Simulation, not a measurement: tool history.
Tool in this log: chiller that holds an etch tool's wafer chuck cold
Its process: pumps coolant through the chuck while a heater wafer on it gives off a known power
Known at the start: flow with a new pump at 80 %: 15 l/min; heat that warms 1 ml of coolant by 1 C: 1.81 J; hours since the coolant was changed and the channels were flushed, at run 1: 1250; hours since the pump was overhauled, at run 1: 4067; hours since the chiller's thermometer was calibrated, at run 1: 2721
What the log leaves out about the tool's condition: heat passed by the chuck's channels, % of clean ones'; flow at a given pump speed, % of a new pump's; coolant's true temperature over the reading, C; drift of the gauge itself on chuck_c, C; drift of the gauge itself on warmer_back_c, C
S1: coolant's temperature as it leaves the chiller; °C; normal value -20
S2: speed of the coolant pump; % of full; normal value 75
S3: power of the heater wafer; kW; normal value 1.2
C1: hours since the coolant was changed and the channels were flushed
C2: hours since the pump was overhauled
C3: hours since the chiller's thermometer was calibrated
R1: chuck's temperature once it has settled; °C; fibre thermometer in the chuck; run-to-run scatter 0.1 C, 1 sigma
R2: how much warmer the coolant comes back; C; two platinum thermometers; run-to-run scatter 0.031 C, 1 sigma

Run 1, hour 0: usual settings; C1 1250; C2 4067; C3 2721. Result: R1 -9.7 °C, R2 2.83 C.
Run 2, hour 139.3: usual settings; C1 1389; C2 4207; C3 2861. Result: R1 -9.9 °C, R2 2.86 C.
Run 3, hour 280.3: usual settings; C1 1530; C2 4348; C3 3002. Result: R1 -9.8 °C, R2 2.84 C.
Run 4, hour 408.3: usual settings but S2 66 % of full; C1 1658; C2 4476; C3 3130. Result: R1 -9.1 °C, R2 3.27 C.
Run 5, hour 552.1: usual settings but S2 63 % of full; C1 1802; C2 4620; C3 3274. Result: R1 -8.7 °C, R2 3.38 C.
Run 6, hour 638.8: usual settings but S2 63 % of full; C1 1889; C2 4706; C3 3360. Result: R1 -8.7 °C, R2 3.48 C.
Run 7, hour 772.6: usual settings but S2 63 % of full; C1 2023; C2 4840; C3 3494. Result: R1 -9 °C, R2 3.5 C.
Run 8, hour 831.6: usual settings but S1 -15 °C, S2 63 % of full; C1 2082; C2 4899; C3 3553. Result: R1 -3.6 °C, R2 3.53 C.
Run 9, hour 940.8: usual settings but S1 -15 °C, S2 63 % of full; C1 2191; C2 5008; C3 3662. Result: R1 -3.6 °C, R2 3.46 C.
Run 10, hour 1006: usual settings but S1 -23 °C; C1 2256; C2 5074; C3 3728. Result: R1 -12.7 °C, R2 3 C.
Run 11, hour 1095.1: usual settings but S1 -27 °C; C1 2345; C2 5163; C3 3817. Result: R1 -16.7 °C, R2 2.98 C.
Run 12, hour 1189.6: usual settings but S1 -27 °C; C1 2440; C2 5257; C3 3911. Result: R1 -16.8 °C, R2 2.96 C.
Run 13, hour 1301.4: usual settings but S1 -27 °C; C1 2551; C2 5369; C3 4023. Result: R1 -16.8 °C, R2 3 C.
Run 14, hour 1410.4: usual settings but S2 84 % of full; C1 2660; C2 5478; C3 4132. Result: R1 -10.4 °C, R2 2.66 C.
Run 15, hour 1483.7: usual settings but S2 76 % of full; C1 2734; C2 5551; C3 4205. Result: R1 -9.9 °C, R2 2.98 C.
Run 16, hour 1567.3: usual settings but S2 76 % of full; C1 2817; C2 5635; C3 4289. Result: R1 -9.8 °C, R2 3 C.
Run 17, hour 1638.2: usual settings but S2 76 % of full; C1 2888; C2 5706; C3 4360. Result: R1 -9.9 °C, R2 2.94 C.
Run 18, hour 1720.7: usual settings but S2 76 % of full; C1 2971; C2 5788; C3 4442. Result: R1 -9.8 °C, R2 2.99 C.
Run 19, hour 1842.4: usual settings but S1 -21 °C, S3 0.602 kW; C1 3092; C2 5910; C3 4564. Result: R1 -16 °C, R2 1.62 C.
Run 20, hour 1972.4: usual settings but S1 -21 °C, S3 1.635 kW; C1 3222; C2 6040; C3 4694. Result: R1 -6.9 °C, R2 4.11 C.
Run 21, hour 2089: usual settings but S1 -21 °C, S3 1.635 kW; C1 3339; C2 6157; C3 4811. Result: R1 -7.1 °C, R2 4.1 C.
At hour 2162: chiller's thermometer calibrated.
Run 22, hour 2183.6: usual settings but S1 -21 °C, S3 1.635 kW; C1 3433; C2 6250; C3 22. Result: R1 -7.2 °C, R2 4.1 C.
Run 23, hour 2305: usual settings but S1 -21 °C, S3 1.241 kW; C1 3554; C2 6371; C3 143. Result: R1 -10.3 °C, R2 3.17 C.
Run 24, hour 2435.9: usual settings but S1 -11 °C, S2 87 % of full; C1 3685; C2 6502; C3 274. Result: R1 -1.6 °C, R2 2.64 C.
Run 25, hour 2565.6: usual settings but S1 -15 °C, S2 72 % of full, S3 0.796 kW; C1 3814; C2 6632; C3 404. Result: R1 -8.1 °C, R2 2.24 C.
Run 26, hour 2656.4: usual settings but S1 -19 °C, S2 83 % of full, S3 0.873 kW; C1 3905; C2 6723; C3 494. Result: R1 -11.9 °C, R2 2.13 C.
Run 27, hour 2775.4: usual settings but S1 -18 °C, S2 85 % of full, S3 1.144 kW; C1 4024; C2 6842; C3 613. Result: R1 -8.8 °C, R2 2.64 C.
Run 28, hour 2861.2: usual settings but S1 -18 °C, S2 85 % of full, S3 1.144 kW; C1 4110; C2 6928; C3 699. Result: R1 -8.9 °C, R2 2.71 C.
Run 29, hour 3001: usual settings but S1 -18 °C, S2 85 % of full, S3 1.144 kW; C1 4250; C2 7067; C3 839. Result: R1 -8.9 °C, R2 2.73 C.
Run 30, hour 3108.9: usual settings but S1 -30 °C, S2 98 % of full, S3 1.206 kW; C1 4358; C2 7175; C3 947. Result: R1 -21.1 °C, R2 2.46 C.
Run 31, hour 3185.1: usual settings but S1 -30 °C, S2 98 % of full, S3 1.206 kW; C1 4434; C2 7252; C3 1023. Result: R1 -21.1 °C, R2 2.48 C.
Run 32, hour 3317.4: usual settings but S2 90 % of full; C1 4566; C2 7384; C3 1155. Result: R1 -10.7 °C, R2 2.64 C.
Run 33, hour 3388.7: usual settings but S1 -11 °C, S2 78 % of full, S3 0.658 kW; C1 4638; C2 7455; C3 1227. Result: R1 -5.5 °C, R2 1.88 C.

Difference, measured minus no-hidden-state, one row per run. Run-to-run variation is common to both terms; the gauge's own scatter need not be:
run     R2
  1     +0
  2  +0.02
  3  +0.03
  4  +0.05
  5  +0.06
  6  +0.07
  7  +0.08
  8  +0.09
  9   +0.1
 10   +0.1
 11  +0.11
 12  +0.12
 13  +0.13
 14  +0.14
 15  +0.15
 16  +0.16
 17  +0.17
 18  +0.18
 19  +0.19
 20  +0.21
 21  +0.22
 22  +0.23
 23  +0.24
 24  +0.25
 25  +0.27
 26  +0.28
 27  +0.29
 28   +0.3
 29  +0.31
 30  +0.32
 31  +0.33
 32  +0.34
 33  +0.36
R1: differs from the measured result by no more than 0.1 °C in any run.

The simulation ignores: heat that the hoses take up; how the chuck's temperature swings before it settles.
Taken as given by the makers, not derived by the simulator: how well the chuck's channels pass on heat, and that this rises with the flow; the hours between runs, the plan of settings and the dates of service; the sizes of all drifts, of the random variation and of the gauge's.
